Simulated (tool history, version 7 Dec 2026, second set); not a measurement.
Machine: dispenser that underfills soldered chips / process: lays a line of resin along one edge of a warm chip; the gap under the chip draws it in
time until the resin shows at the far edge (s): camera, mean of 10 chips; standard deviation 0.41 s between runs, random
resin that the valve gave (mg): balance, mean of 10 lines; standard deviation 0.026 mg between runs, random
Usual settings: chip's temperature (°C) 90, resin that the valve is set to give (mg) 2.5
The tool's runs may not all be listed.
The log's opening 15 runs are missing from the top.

run	day	chip's temperature (°C)	resin that the valve is set to give (mg)	hours of work since the syringe was changed	hours of work since the valve was cleaned	hours of work since the stage was calibrated	time until the resin shows at the far edge (s)	resin that the valve gave (mg)
# day 6.488: new syringe of resin
16	6.488	78	2.99	0	34	159	49.9	2.91
17	7.071	78	2.99	11	45	170	110.6	2.88
# day 7.15: new syringe of resin
18	7.412	78	2.99	5	51	176	73.3	2.86
# day 7.825: new syringe of resin
19	7.921	78	2.99	2	61	186	56.6	2.82
# day 8.512: new syringe of resin
20	8.521	84	2.87	0	72	197	38	2.67
21	8.9	103	2.33	7	79	204	27.3	2.21
# day 9.196: new syringe of resin
22	9.238	103	2.33	1	85	210	17.4	2.13
23	9.654	90	2.41	9	92	217	53.6	2.21
# day 9.85: new syringe of resin
24	10.221	90	2.41	7	103	228	49.2	2.23
# day 10.512: new syringe of resin
25	10.675	90	2.14	3	111	236	36.9	1.95
# day 11.183: new syringe of resin
26	11.262	90	2.14	1	122	247	34.4	1.89
# day 11.862: new syringe of resin
# day 11.942: dispensing valve cleaned and set on the balance
27	11.942	76	2.5	1	0	258	60.3	2.44
28	12.321	76	2.5	8	7	265	100.6	2.45
# day 12.592: new syringe of resin
29	12.7	102	3.19	2	14	272	19.1	3.17
30	12.996	90	2.22	8	19	278	49.9	2.19
# day 13.246: new syringe of resin
31	13.538	99	2.1	5	29	288	29.9	2.03
# day 13.9: new syringe of resin
32	14.112	99	2.1	4	40	298	26.1	2.07
# day 14.575: new syringe of resin
33	14.75	99	2.1	3	51	310	24.3	2.03
# day 15.246: new syringe of resin
34	15.275	89	2.39	0	61	319	31.3	2.29
35	15.717	89	2.39	9	69	327	58.5	2.25
# day 15.925: new syringe of resin
36	16.329	89	2.39	8	80	339	54.2	2.21

3 options for the next run, each taken on its own from the tool as it stands now. Forecast them:
# day 16.588: new syringe of resin
A	16.642	101	2.63	1	86	344	?	?
# day 16.588: new syringe of resin
B	16.642	89	2.46	1	86	344	?	?
# day 16.588: new syringe of resin
C	16.642	98	2.52	1	86	344	?	?

run	time until the resin shows at the far edge (s)	resin that the valve gave (mg)
A	19.2	2.44
B	33.7	2.28
C	22.7	2.3
What these runs would have given with no unlogged condition in the tool:
run	time until the resin shows at the far edge (s)	resin that the valve gave (mg)
A	16.6	2.64
B	29	2.46
C	19.7	2.49
